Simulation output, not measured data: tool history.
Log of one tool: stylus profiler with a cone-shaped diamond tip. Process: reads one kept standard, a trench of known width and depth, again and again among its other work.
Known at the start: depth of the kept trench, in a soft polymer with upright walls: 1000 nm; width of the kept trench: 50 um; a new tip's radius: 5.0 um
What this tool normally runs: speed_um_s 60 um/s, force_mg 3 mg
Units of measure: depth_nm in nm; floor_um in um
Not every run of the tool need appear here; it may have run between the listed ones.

Run 1, hour 0: usual settings. Result: depth_nm 1016.1 nm, floor_um 39.28 um.
Run 2, hour 20.8: usual settings. Result: depth_nm 1015.83 nm, floor_um 39.25 um.
Run 3, hour 41: usual settings. Result: depth_nm 1010.47 nm, floor_um 43.79 um.
Run 4, hour 64.1: usual settings. Result: depth_nm 1010.5 nm, floor_um 43.79 um.
Run 5, hour 86.6: usual settings. Result: depth_nm 1010.42 nm, floor_um 43.68 um.
Run 6, hour 113.8: usual settings. Result: depth_nm 1010.74 nm, floor_um 43.6 um.
Run 7, hour 144.7: usual settings but force_mg 2.37 mg. Result: depth_nm 1009.16 nm, floor_um 43.5 um.
Run 8, hour 170.8: usual settings but force_mg 2.37 mg. Result: depth_nm 1009.19 nm, floor_um 43.35 um.
Run 9, hour 197.7: usual settings but force_mg 2.37 mg. Result: depth_nm 1009.3 nm, floor_um 43.31 um.
Run 10, hour 212.9: usual settings but force_mg 3.27 mg. Result: depth_nm 1011.54 nm, floor_um 43.29 um.
Run 11, hour 235.7: usual settings but force_mg 3.27 mg. Result: depth_nm 1011.49 nm, floor_um 43.27 um.
Run 12, hour 264.9: usual settings but force_mg 3.27 mg. Result: depth_nm 1011.83 nm, floor_um 43.21 um.
Run 13, hour 294.9: usual settings but speed_um_s 93 um/s, force_mg 3.27 mg. Result: depth_nm 1011.62 nm, floor_um 42.96 um.
Run 14, hour 310.5: usual settings but speed_um_s 23 um/s, force_mg 3.27 mg. Result: depth_nm 1011.23 nm, floor_um 43.2 um.
Run 15, hour 344.5: usual settings but speed_um_s 108 um/s, force_mg 7.97 mg. Result: depth_nm 1020.87 nm, floor_um 42.98 um.
Run 16, hour 360.9: usual settings but speed_um_s 189 um/s, force_mg 1.51 mg. Result: depth_nm 1007.02 nm, floor_um 42.02 um.
Run 17, hour 379: usual settings but speed_um_s 189 um/s, force_mg 1.51 mg. Result: depth_nm 1007.37 nm, floor_um 42 um.
Run 18, hour 399.7: usual settings but speed_um_s 189 um/s, force_mg 7.29 mg. Result: depth_nm 1019.42 nm, floor_um 42.49 um.
Run 19, hour 429.8: usual settings but speed_um_s 222 um/s, force_mg 1.05 mg. Result: depth_nm 1006.08 nm, floor_um 41.41 um.
Run 20, hour 454.2: usual settings but speed_um_s 31 um/s, force_mg 3.88 mg. Result: depth_nm 1013.42 nm, floor_um 42.77 um.
Run 21, hour 471.9: usual settings but force_mg 2.87 mg. Result: depth_nm 1010.89 nm, floor_um 42.65 um.
Run 22, hour 492.9: usual settings but force_mg 4.59 mg. Result: depth_nm 1014.87 nm, floor_um 42.58 um.
Run 23, hour 521: usual settings but speed_um_s 108 um/s, force_mg 6.23 mg. Result: depth_nm 1017.89 nm, floor_um 42.43 um.
Run 24, hour 550.8: usual settings but speed_um_s 61 um/s, force_mg 2.57 mg. Result: depth_nm 1010.44 nm, floor_um 42.44 um.
Run 25, hour 570.9: usual settings but speed_um_s 65 um/s, force_mg 2.8 mg. Result: depth_nm 1010.88 nm, floor_um 42.31 um.
Run 26, hour 595.1: usual settings but speed_um_s 42 um/s, force_mg 2.32 mg. Result: depth_nm 1009.24 nm, floor_um 42.38 um.

Put back what was entered between runs (3 entries, withheld): which listed runs does each sit between, and how does the hidden state differ from the listed run before to the listed run after?
Run 2 -> run 3: new tip fitted, height scale calibrated (hour 40.8)
  radius of the tip, um: 14.34 -> 4.9; height scale over the true one, %: 0.511 -> -0.025
  what was measured, less what the result would be without the hidden state, depth_nm: +5.17 -> -0.26 nm; floor_um: -4.52 -> +0.06 um
Run 8 -> run 9: height scale calibrated on a step standard (hour 173.7)
  radius of the tip, um: 5.51 -> 5.61; height scale over the true one, %: 0.009 -> 0.02
  what was measured, less what the result would be without the hidden state, depth_nm: +0.09 -> +0.2 nm; floor_um: -0.32 -> -0.4 um
Run 13 -> run 14: height scale calibrated on a step standard, once more (hour 306.2)
  radius of the tip, um: 6.05 -> 6.12; height scale over the true one, %: 0.046 -> 0.014
  what was measured, less what the result would be without the hidden state, depth_nm: +0.47 -> +0.14 nm; floor_um: -0.67 -> -0.7 um
